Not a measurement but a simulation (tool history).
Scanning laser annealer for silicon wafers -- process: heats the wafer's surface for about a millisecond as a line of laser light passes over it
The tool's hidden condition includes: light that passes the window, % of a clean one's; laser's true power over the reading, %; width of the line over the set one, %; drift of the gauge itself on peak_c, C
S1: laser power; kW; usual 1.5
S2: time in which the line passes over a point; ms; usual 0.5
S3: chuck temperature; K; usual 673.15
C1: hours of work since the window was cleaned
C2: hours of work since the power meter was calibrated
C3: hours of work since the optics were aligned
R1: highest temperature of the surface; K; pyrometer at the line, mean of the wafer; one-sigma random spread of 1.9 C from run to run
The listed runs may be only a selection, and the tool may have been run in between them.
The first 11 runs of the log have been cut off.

run   hour     S1     S2      S3   C1   C2    C3       R1
 12  375.3    1.5    0.5  673.15   15  360  1095  1479.15
 13  409.3    1.5    0.5  673.15   33  378  1113  1473.15
 14  457.3    1.5    0.5  673.15   57  403  1137  1472.15
 15  487.5    1.5    0.5  673.15   73  418  1153  1470.15
 16  509.9    1.5  0.503  676.15   84  430  1164  1477.15
 17  544.6  1.462  0.503  673.15  102  447  1182  1452.15
 18    582  1.462  0.503  673.15  121  467  1201  1448.15
 19    618  1.462  0.503  673.15  140  485  1220  1448.15
 20  644.9  1.579  0.539  694.15  153  499  1234  1565.15

Run 21, settings as shown, results not yet in. Your forecast:
 21   680  1.5  0.453  713.15  171  517  1251   ?

R1: 1459.15 K
Had the tool carried no hidden state, the very same run would have given R1 1484.15 K.
